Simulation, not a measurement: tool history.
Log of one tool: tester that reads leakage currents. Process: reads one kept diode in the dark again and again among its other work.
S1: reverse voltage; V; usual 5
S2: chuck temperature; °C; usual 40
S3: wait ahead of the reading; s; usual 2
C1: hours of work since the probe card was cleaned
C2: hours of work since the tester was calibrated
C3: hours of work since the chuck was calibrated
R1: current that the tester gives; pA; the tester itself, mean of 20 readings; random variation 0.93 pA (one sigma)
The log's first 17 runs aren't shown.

{"run": 18, "day": 35.667, "S1": 5.27, "S2": 40, "S3": 2, "C1": 339, "C2": 128, "C3": 316, "R1": 299.77}
{"day": 38.979, "done": "tester calibrated, once more"}
{"run": 19, "day": 38.979, "S1": 5.27, "S2": 40, "S3": 2, "C1": 378, "C2": 0, "C3": 355, "R1": 299.5}
{"run": 20, "day": 41.362, "S1": 5.27, "S2": 40, "S3": 2, "C1": 406, "C2": 29, "C3": 383, "R1": 298.12}
{"run": 21, "day": 43.525, "S1": 5.27, "S2": 40, "S3": 2, "C1": 432, "C2": 55, "C3": 409, "R1": 298.24}
{"run": 22, "day": 45.192, "S1": 5, "S2": 42, "S3": 2, "C1": 452, "C2": 75, "C3": 429, "R1": 339.19}
{"run": 23, "day": 46.862, "S1": 5, "S2": 42, "S3": 2, "C1": 472, "C2": 95, "C3": 450, "R1": 338.57}
{"run": 24, "day": 49.192, "S1": 5, "S2": 42, "S3": 2, "C1": 500, "C2": 123, "C3": 478, "R1": 338.11}
{"run": 25, "day": 51.171, "S1": 1.55, "S2": 40, "S3": 3.91, "C1": 524, "C2": 146, "C3": 501, "R1": 153.29}
{"run": 26, "day": 53.796, "S1": 2.42, "S2": 58, "S3": 3.91, "C1": 556, "C2": 178, "C3": 533, "R1": 771.71}
{"run": 27, "day": 55.333, "S1": 6.37, "S2": 55, "S3": 1.09, "C1": 574, "C2": 196, "C3": 551, "R1": 1028.01}
{"run": 28, "day": 58.1, "S1": 6.37, "S2": 55, "S3": 1.09, "C1": 607, "C2": 230, "C3": 584, "R1": 1027.89}
{"run": 29, "day": 59.629, "S1": 6.37, "S2": 55, "S3": 1.09, "C1": 626, "C2": 248, "C3": 603, "R1": 1026.07}
{"run": 30, "day": 62.421, "S1": 1.05, "S2": 40, "S3": 2, "C1": 659, "C2": 281, "C3": 636, "R1": 121.94}
{"run": 31, "day": 65.125, "S1": 1.56, "S2": 40, "S3": 0.79, "C1": 692, "C2": 314, "C3": 669, "R1": 150.3}
{"run": 32, "day": 67.388, "S1": 1.63, "S2": 46, "S3": 1.38, "C1": 719, "C2": 341, "C3": 696, "R1": 247.2}
{"run": 33, "day": 70.45, "S1": 2.08, "S2": 34, "S3": 4.77, "C1": 756, "C2": 378, "C3": 733, "R1": 105.33}
{"run": 34, "day": 71.771, "S1": 2.08, "S2": 34, "S3": 4.77, "C1": 771, "C2": 394, "C3": 749, "R1": 105.45}
{"run": 35, "day": 74.467, "S1": 5.12, "S2": 24, "S3": 4.77, "C1": 804, "C2": 426, "C3": 781, "R1": 72.99}
{"run": 36, "day": 76.904, "S1": 5.12, "S2": 24, "S3": 4.77, "C1": 833, "C2": 455, "C3": 810, "R1": 73.09}
{"run": 37, "day": 78.483, "S1": 11.96, "S2": 32, "S3": 0.85, "C1": 852, "C2": 474, "C3": 829, "R1": 232.35}
{"run": 38, "day": 81.542, "S1": 11.96, "S2": 32, "S3": 0.85, "C1": 889, "C2": 511, "C3": 866, "R1": 231.4}
{"run": 39, "day": 83.142, "S1": 11.15, "S2": 38, "S3": 0.57, "C1": 908, "C2": 530, "C3": 885, "R1": 364.32}

Forecast each of these 3 alternatives for the next run:
{"run": "A", "day": 86.242, "S1": 5.68, "S2": 38, "S3": 0.57, "C1": 945, "C2": 567, "C3": 922, "R1": "?"}
{"run": "B", "day": 86.242, "S1": 1.92, "S2": 40, "S3": 2, "C1": 945, "C2": 567, "C3": 922, "R1": "?"}
{"run": "C", "day": 86.242, "S1": 3.88, "S2": 26, "S3": 1.49, "C1": 945, "C2": 567, "C3": 922, "R1": "?"}

run=A R1=250.26
run=B R1=162.36
run=C R1=74.26
Without the tool's hidden state the same runs would have given:
run=A R1=283.73
run=B R1=185.73
run=C R1=83.07
